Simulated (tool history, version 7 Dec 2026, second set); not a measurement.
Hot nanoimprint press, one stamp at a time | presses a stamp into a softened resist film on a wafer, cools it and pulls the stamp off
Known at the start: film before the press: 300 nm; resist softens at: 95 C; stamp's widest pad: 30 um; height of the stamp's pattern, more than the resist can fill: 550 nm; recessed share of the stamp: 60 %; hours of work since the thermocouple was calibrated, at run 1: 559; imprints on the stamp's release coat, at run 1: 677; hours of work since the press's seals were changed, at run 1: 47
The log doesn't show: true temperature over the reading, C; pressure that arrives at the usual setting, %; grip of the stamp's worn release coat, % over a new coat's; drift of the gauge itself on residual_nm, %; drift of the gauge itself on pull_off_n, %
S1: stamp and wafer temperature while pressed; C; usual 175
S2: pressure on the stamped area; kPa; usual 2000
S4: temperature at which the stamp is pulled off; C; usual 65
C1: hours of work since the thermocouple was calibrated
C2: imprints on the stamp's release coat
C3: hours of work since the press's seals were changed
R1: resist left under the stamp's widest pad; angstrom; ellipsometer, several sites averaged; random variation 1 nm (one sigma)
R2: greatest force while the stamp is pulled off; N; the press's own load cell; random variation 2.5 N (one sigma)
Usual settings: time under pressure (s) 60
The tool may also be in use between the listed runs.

Run 1, hour 0.0: usual settings; C1 559; C2 677; C3 47. Result: R1 1649 angstrom, R2 171 N.
At hour 10.4: plate thermocouple calibrated.
Run 2, hour 29.7: usual settings; C1 10; C2 748; C3 62. Result: R1 1552 angstrom, R2 164 N.
Run 3, hour 55.6: usual settings but S2 2530 kPa; C1 24; C2 816; C3 75. Result: R1 1371 angstrom, R2 163 N.
Run 4, hour 86.5: usual settings but S2 2530 kPa; C1 41; C2 898; C3 92. Result: R1 1393 angstrom, R2 162 N.
Run 5, hour 105.7: usual settings; C1 51; C2 948; C3 102. Result: R1 1539 angstrom, R2 165 N.
Run 6, hour 120.9: usual settings; C1 59; C2 988; C3 110. Result: R1 1532 angstrom, R2 165 N.
Run 7, hour 139.0: usual settings but S4 66 C; C1 69; C2 1036; C3 120. Result: R1 1554 angstrom, R2 163 N.
Run 8, hour 160.6: usual settings but S4 66 C; C1 80; C2 1093; C3 131. Result: R1 1562 angstrom, R2 161 N.
At hour 183.6: stamp cleaned and given a new release coat.
Run 9, hour 183.6: usual settings but S4 66 C; C1 89; C2 0; C3 141. Result: R1 1552 angstrom, R2 150 N.
Run 10, hour 210.6: usual settings but S4 66 C; C1 104; C2 71; C3 155. Result: R1 1565 angstrom, R2 151 N.
Run 11, hour 241.3: usual settings but S1 169 C; C1 120; C2 152; C3 171. Result: R1 1837 angstrom, R2 155 N.
Run 12, hour 266.2: usual settings; C1 133; C2 218; C3 185. Result: R1 1566 angstrom, R2 157 N.
Run 13, hour 296.1: usual settings but time under pressure (s) 72; C1 149; C2 297; C3 201. Result: R1 1492 angstrom, R2 158 N.
Run 14, hour 317.4: usual settings but time under pressure (s) 72; C1 161; C2 353; C3 212. Result: R1 1477 angstrom, R2 161 N.
Run 15, hour 331.1: usual settings but time under pressure (s) 72; C1 168; C2 389; C3 219. Result: R1 1474 angstrom, R2 164 N.
Run 16, hour 348.5: usual settings but S2 1540 kPa, time under pressure (s) 72; C1 177; C2 435; C3 229. Result: R1 1639 angstrom, R2 159 N.
Run 17, hour 371.1: usual settings but S2 1500 kPa, S4 50 C; C1 189; C2 494; C3 241. Result: R1 1767 angstrom, R2 221 N.
Run 18, hour 402.8: usual settings but S2 1500 kPa, S4 50 C; C1 206; C2 578; C3 258. Result: R1 1777 angstrom, R2 230 N.
Run 19, hour 420.5: usual settings but time under pressure (s) 78, S4 51 C; C1 216; C2 625; C3 267. Result: R1 1430 angstrom, R2 224 N.
Run 20, hour 451.0: usual settings but S2 3180 kPa, S4 67 C; C1 232; C2 705; C3 283. Result: R1 1292 angstrom, R2 158 N.
Run 21, hour 480.4: usual settings but S1 179 C, S2 1400 kPa, time under pressure (s) 118, S4 61 C; C1 248; C2 783; C3 299. Result: R1 1322 angstrom, R2 181 N.
Run 22, hour 503.3: usual settings but S1 179 C, S2 1210 kPa, time under pressure (s) 66, S4 61 C; C1 260; C2 843; C3 311. Result: R1 1695 angstrom, R2 185 N.
Run 23, hour 524.2: usual settings but S1 179 C, S2 1210 kPa, time under pressure (s) 66, S4 61 C; C1 271; C2 898; C3 322. Result: R1 1688 angstrom, R2 180 N.

Run 24 comes next. What will it give?
Run 24, hour 549.5: usual settings but S1 179 C, S2 1470 kPa, time under pressure (s) 66, S4 54 C; C1 285; C2 965; C3 336. Result: R1 ?, R2 ?.

Run 24 gave R1 1589 angstrom, R2 222 N.
Without the tool's hidden state the same run would have given R1 1546 angstrom, R2 199 N.
